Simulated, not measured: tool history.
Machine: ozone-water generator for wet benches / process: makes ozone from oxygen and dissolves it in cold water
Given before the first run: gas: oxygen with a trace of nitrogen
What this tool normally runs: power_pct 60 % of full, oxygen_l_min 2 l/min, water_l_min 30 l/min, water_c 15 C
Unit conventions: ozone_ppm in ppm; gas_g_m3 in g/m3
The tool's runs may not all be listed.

run   hour  power_pct  oxygen_l_min  water_l_min  water_c  ozone_ppm  gas_g_m3
  1      0         60             2           30       15        9.5     220.6
  2   41.2         60             2           30       15        9.5     220.9
  3   77.4         60             2           30       15        9.4     220.5
  4  110.9         60             2           30       15        9.6     221.1
  5  144.5         60             2           30       15        9.5     220.6
  6  175.5         60             2           30       15        9.5     217.6
  7  203.2         60             2           30       15        9.6     223.8
  8  222.8         60             2           30       15        9.4     221.3
  9  267.9         60          1.84           30       15        9.2     231.3
 10  309.2         67          2.14           30       15       10.6     234.7
 11  352.4         94          2.37           44        8       10.5     302.1
 12  375.7         75          2.37           44        9        8.4     247.1
 13  408.5         75          2.37           44        9        8.6     248.2
 14    434         53          1.42           47       15        4.4     233.9
 15  468.3         86           1.2           27        8       12.4     390.6
 16  503.6         53          2.26           29       11        9.6     185.8
 17  536.5         60          2.24           31        8        9.9     211.4
 18  562.9         43           2.7           38       15        6.1     142.1

Predict each of these 4 candidate next runs independently; none follows another, all start after run 18:
  A  588.2         57           2.7           38       15          ?         ?
  B  588.2         74          1.22           30       12          ?         ?
  C  588.2         43          2.02           38       15          ?         ?
  D  588.2         68           2.7           19        8          ?         ?

run  ozone_ppm  gas_g_m3
  A        8.2     181.1
  B        9.5     339.6
  C        5.6     163.4
  D       19.3     210.1
With the hidden condition removed and each run's random variation left untouched, the same runs would have given:
run  ozone_ppm  gas_g_m3
  A        8.2     181.1
  B        9.5     339.6
  C        5.6     163.4
  D       19.3     210.1
